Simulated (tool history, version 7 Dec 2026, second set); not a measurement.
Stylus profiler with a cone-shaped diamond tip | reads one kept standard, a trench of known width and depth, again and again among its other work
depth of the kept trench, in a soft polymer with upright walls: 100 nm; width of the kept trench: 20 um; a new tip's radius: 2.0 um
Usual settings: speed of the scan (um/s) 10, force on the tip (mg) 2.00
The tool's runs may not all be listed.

run,day,speed of the scan (um/s),force on the tip (mg),depth of the trench (Å),width of the trench's floor (nm)
1,0.000,10,2.00,1011.7,17970
# day 0.146: new tip fitted, height scale calibrated
2,0.688,10,2.00,1006.8,18740
3,1.208,10,2.00,1008.6,18680
4,1.696,10,2.00,1007.8,18690
5,2.167,22,2.00,1007.0,18630
6,2.792,22,2.00,1007.2,18700
7,3.125,22,2.00,1007.2,18670
8,3.488,22,2.00,1008.8,18600
9,4.029,10,2.00,1007.4,18640
10,4.646,10,2.00,1007.0,18620
11,5.233,10,2.00,1006.8,18660
12,5.583,19,1.47,1005.4,18630
13,6.000,12,1.67,1006.1,18630
14,6.612,12,1.67,1006.5,18640
15,7.025,7,3.60,1011.0,18590
16,7.504,2,1.56,1006.4,18650
17,8.004,2,1.56,1005.4,18620
18,8.458,2,1.56,1007.1,18580
19,8.879,2,1.56,1006.8,18550

Forecast run 20:
20,9.304,34,3.28,?,?

{"run 20": {"depth of the trench (Å)": 1011.8, "width of the trench's floor (nm)": 18510}}
Without the tool's hidden state the same run would have given depth of the trench (Å) 1011.3, width of the trench's floor (nm) 18650.
